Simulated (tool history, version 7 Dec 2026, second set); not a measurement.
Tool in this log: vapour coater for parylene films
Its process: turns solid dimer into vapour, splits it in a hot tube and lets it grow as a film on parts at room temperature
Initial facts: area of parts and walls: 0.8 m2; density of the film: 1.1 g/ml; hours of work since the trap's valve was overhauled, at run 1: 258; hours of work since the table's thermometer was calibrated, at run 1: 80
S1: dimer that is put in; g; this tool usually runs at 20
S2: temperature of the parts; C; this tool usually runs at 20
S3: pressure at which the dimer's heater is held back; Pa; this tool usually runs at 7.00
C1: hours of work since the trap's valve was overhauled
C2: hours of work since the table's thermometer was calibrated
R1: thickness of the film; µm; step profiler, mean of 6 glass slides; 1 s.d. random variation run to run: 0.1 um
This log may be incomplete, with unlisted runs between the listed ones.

Run 1, hour 0.0: usual settings; C1 258; C2 80. Result: R1 15.76 µm.
Run 2, hour 35.7: usual settings but S2 14 C; C1 287; C2 109. Result: R1 18.25 µm.
Run 3, hour 63.9: usual settings; C1 310; C2 132. Result: R1 15.69 µm.
Run 4, hour 106.8: usual settings; C1 344; C2 166. Result: R1 15.51 µm.
Run 5, hour 149.1: usual settings; C1 378; C2 200. Result: R1 15.44 µm.
Run 6, hour 197.7: usual settings; C1 417; C2 239. Result: R1 15.31 µm.
At hour 208.1: trap's valve overhauled.
Run 7, hour 227.8: usual settings; C1 16; C2 260. Result: R1 16.97 µm.
Run 8, hour 258.4: usual settings but S3 10.50 Pa; C1 40; C2 285. Result: R1 16.49 µm.
Run 9, hour 285.3: usual settings but S3 10.50 Pa; C1 62; C2 306. Result: R1 16.41 µm.
At hour 288.4: table's thermometer calibrated.
Run 10, hour 326.0: usual settings but S1 18 g; C1 94; C2 30. Result: R1 14.99 µm.
Run 11, hour 351.7: usual settings but S1 10 g, S2 15 C, S3 5.41 Pa; C1 115; C2 51. Result: R1 9.65 µm.
Run 12, hour 398.4: usual settings but S1 10 g, S2 15 C, S3 5.41 Pa; C1 152; C2 88. Result: R1 9.60 µm.
Run 13, hour 432.4: usual settings but S1 13 g, S2 12 C, S3 4.33 Pa; C1 180; C2 116. Result: R1 13.64 µm.
Run 14, hour 471.6: usual settings but S1 26 g, S3 4.34 Pa; C1 211; C2 147. Result: R1 21.72 µm.
Run 15, hour 493.0: usual settings but S1 21 g; C1 228; C2 165. Result: R1 17.07 µm.
Run 16, hour 523.9: usual settings but S1 21 g, S2 23 C; C1 253; C2 189. Result: R1 15.60 µm.
Run 17, hour 551.8: usual settings but S1 29 g, S3 8.83 Pa; C1 276; C2 212. Result: R1 22.84 µm.

Each row is a separate what-if for the run after 17, all from the same tool condition, not one after another. Results?
At hour 564.2: table's thermometer calibrated, once more.
Run A, hour 583.9: usual settings but S1 29 g, S2 16 C, S3 3.27 Pa; C1 301; C2 16. Result: R1 ?.
At hour 564.2: table's thermometer calibrated, once more.
Run B, hour 583.9: usual settings; C1 301; C2 16. Result: R1 ?.
At hour 564.2: table's thermometer calibrated, once more.
Run C, hour 583.9: usual settings but S1 29 g, S2 18 C, S3 4.29 Pa; C1 301; C2 16. Result: R1 ?.
At hour 564.2: table's thermometer calibrated, once more.
Run D, hour 583.9: usual settings but S1 29 g, S2 32 C, S3 8.83 Pa; C1 301; C2 16. Result: R1 ?.

run     R1
  A  26.10
  B  15.76
  C  24.35
  D  16.47
Take away the tool's hidden state, keep each run's random variation, and the runs would have read:
run     R1
  A  28.19
  B  17.02
  C  26.30
  D  17.79

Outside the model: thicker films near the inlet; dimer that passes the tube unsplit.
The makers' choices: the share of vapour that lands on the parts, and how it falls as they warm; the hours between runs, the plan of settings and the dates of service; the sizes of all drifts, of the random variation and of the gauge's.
